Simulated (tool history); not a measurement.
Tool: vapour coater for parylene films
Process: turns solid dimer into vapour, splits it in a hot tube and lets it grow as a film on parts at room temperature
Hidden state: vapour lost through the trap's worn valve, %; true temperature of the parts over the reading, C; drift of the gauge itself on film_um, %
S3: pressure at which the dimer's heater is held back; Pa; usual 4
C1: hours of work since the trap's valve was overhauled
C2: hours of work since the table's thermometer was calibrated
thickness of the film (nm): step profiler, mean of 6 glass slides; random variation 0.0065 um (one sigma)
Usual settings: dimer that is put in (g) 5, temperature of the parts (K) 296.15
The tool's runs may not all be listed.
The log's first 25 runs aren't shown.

run 26 hour=1520.7 | dimer_that_is_put_in_(g)=4 temperature_of_the_parts_(K)=296.15 S3=6.63 | C1=383 C2=1018 | thickness_of_the_film_(nm)=766
run 27 hour=1571.8 | dimer_that_is_put_in_(g)=4 temperature_of_the_parts_(K)=296.15 S3=6.63 | C1=418 C2=1053 | thickness_of_the_film_(nm)=763
run 28 hour=1630.5 | dimer_that_is_put_in_(g)=8 temperature_of_the_parts_(K)=296.15 S3=5.46 | C1=459 C2=1094 | thickness_of_the_film_(nm)=1534
-- hour=1655.1 trap's valve overhauled
run 29 hour=1719.3 | dimer_that_is_put_in_(g)=4 temperature_of_the_parts_(K)=296.15 S3=10.72 | C1=44 C2=1153 | thickness_of_the_film_(nm)=817
run 30 hour=1800.9 | dimer_that_is_put_in_(g)=3 temperature_of_the_parts_(K)=290.15 S3=11.53 | C1=101 C2=1209 | thickness_of_the_film_(nm)=777
run 31 hour=1888 | dimer_that_is_put_in_(g)=3 temperature_of_the_parts_(K)=290.15 S3=11.53 | C1=161 C2=1269 | thickness_of_the_film_(nm)=759
run 32 hour=1976.3 | dimer_that_is_put_in_(g)=5 temperature_of_the_parts_(K)=296.15 S3=3.55 | C1=223 C2=1331 | thickness_of_the_film_(nm)=1085
run 33 hour=2051.3 | dimer_that_is_put_in_(g)=4 temperature_of_the_parts_(K)=296.15 S3=2.17 | C1=275 C2=1383 | thickness_of_the_film_(nm)=902
run 34 hour=2096.2 | dimer_that_is_put_in_(g)=5 temperature_of_the_parts_(K)=296.15 S3=7.35 | C1=306 C2=1414 | thickness_of_the_film_(nm)=992
-- hour=2136.6 table's thermometer calibrated
run 35 hour=2168.1 | dimer_that_is_put_in_(g)=4 temperature_of_the_parts_(K)=298.15 S3=9.86 | C1=355 C2=22 | thickness_of_the_film_(nm)=663
run 36 hour=2230.9 | dimer_that_is_put_in_(g)=4 temperature_of_the_parts_(K)=298.15 S3=9.86 | C1=398 C2=65 | thickness_of_the_film_(nm)=675
run 37 hour=2311.8 | dimer_that_is_put_in_(g)=4 temperature_of_the_parts_(K)=298.15 S3=9.86 | C1=455 C2=121 | thickness_of_the_film_(nm)=651
-- hour=2338.3 trap's valve overhauled
run 38 hour=2359.4 | dimer_that_is_put_in_(g)=7 temperature_of_the_parts_(K)=307.15 S3=4 | C1=15 C2=152 | thickness_of_the_film_(nm)=994
run 39 hour=2434.5 | dimer_that_is_put_in_(g)=7 temperature_of_the_parts_(K)=307.15 S3=4 | C1=67 C2=204 | thickness_of_the_film_(nm)=972
run 40 hour=2501.5 | dimer_that_is_put_in_(g)=7 temperature_of_the_parts_(K)=294.15 S3=6.98 | C1=113 C2=250 | thickness_of_the_film_(nm)=1540
run 41 hour=2571 | dimer_that_is_put_in_(g)=7 temperature_of_the_parts_(K)=294.15 S3=6.98 | C1=161 C2=298 | thickness_of_the_film_(nm)=1524
run 42 hour=2621.1 | dimer_that_is_put_in_(g)=3 temperature_of_the_parts_(K)=294.15 S3=3.58 | C1=196 C2=333 | thickness_of_the_film_(nm)=697
run 43 hour=2691 | dimer_that_is_put_in_(g)=4 temperature_of_the_parts_(K)=294.15 S3=11.87 | C1=245 C2=382 | thickness_of_the_film_(nm)=795
run 44 hour=2727 | dimer_that_is_put_in_(g)=4 temperature_of_the_parts_(K)=294.15 S3=11.87 | C1=269 C2=407 | thickness_of_the_film_(nm)=799
run 45 hour=2813.3 | dimer_that_is_put_in_(g)=4 temperature_of_the_parts_(K)=294.15 S3=11.87 | C1=329 C2=466 | thickness_of_the_film_(nm)=796
run 46 hour=2875.5 | dimer_that_is_put_in_(g)=3 temperature_of_the_parts_(K)=300.15 S3=6.85 | C1=372 C2=509 | thickness_of_the_film_(nm)=481

3 ways to go on from here, each from the tool as it stands after run 46. What would each give?
run A hour=2917.6 | dimer_that_is_put_in_(g)=9 temperature_of_the_parts_(K)=295.15 S3=2.39 | C1=402 C2=539 | thickness_of_the_film_(nm)=?
run B hour=2917.6 | dimer_that_is_put_in_(g)=3 temperature_of_the_parts_(K)=296.15 S3=4 | C1=402 C2=539 | thickness_of_the_film_(nm)=?
run C hour=2917.6 | dimer_that_is_put_in_(g)=5 temperature_of_the_parts_(K)=290.15 S3=4 | C1=402 C2=539 | thickness_of_the_film_(nm)=?

run=A thickness_of_the_film_(nm)=1939
run=B thickness_of_the_film_(nm)=596
run=C thickness_of_the_film_(nm)=1258
Without the tool's hidden state the same runs would have given:
run=A thickness_of_the_film_(nm)=2181
run=B thickness_of_the_film_(nm)=670
run=C thickness_of_the_film_(nm)=1414
